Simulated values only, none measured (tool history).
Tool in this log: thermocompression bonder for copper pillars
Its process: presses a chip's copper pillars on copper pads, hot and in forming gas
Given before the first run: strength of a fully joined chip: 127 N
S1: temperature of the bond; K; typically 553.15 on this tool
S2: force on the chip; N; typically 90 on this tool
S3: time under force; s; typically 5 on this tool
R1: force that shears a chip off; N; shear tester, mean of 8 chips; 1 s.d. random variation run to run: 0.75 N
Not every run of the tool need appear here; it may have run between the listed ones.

run    hour      S1   S2  S3     R1
  1       0  553.15   90   5   89.4
  2    76.6  553.15  113   5   99.2
  3   131.3  553.15  113   5    100
  4   204.2  553.15   95   5   89.7
  5   239.5  553.15   95   5   88.8
  6   313.4  553.15   95   5     87
  7   357.9  553.15   95   5   87.6
  8   394.5  553.15   95   5   87.1
      428.1  -- forming gas filter changed
  9   440.6  553.15   95   5   90.9
 10   486.5  553.15   95   5   89.4
 11   521.4  552.15   90   5   87.4
      570.4  -- force cell calibrated
 12   604.5  552.15   90   5     84
 13   662.6  539.15   90   5   76.2
 14   712.8  578.15   85   9  104.3
      747.2  -- force cell calibrated, once more
 15   782.1  565.15   69   9   91.5
      861.3  -- forming gas filter changed
 16   863.6  525.15   60   5   52.6
 17     927  558.15   95   4   89.2
 18   964.4  553.15   70   5   75.6
 19  1032.9  553.15   70   5   74.7
 20  1074.8  558.15  115   4   97.2
     1083.7  -- heater calibrated with a thermocouple chip
 21  1155.1  558.15  115   4  100.4

Branching from run 21: 5 alternative next runs. What would each branch give?
  A  1190.7  546.15   90   7   ?
  B  1190.7  553.15   97  13   ?
  C  1190.7  566.15   81   5   ?
  D  1190.7  559.15  115  11   ?
  E  1190.7  553.15   79   5   ?

run     R1
  A   92.8
  B  110.1
  C   90.5
  D    115
  E   83.4
What these runs would have given with no unlogged condition in the tool:
run     R1
  A   96.3
  B    114
  C   93.9
  D  118.9
  E   86.5
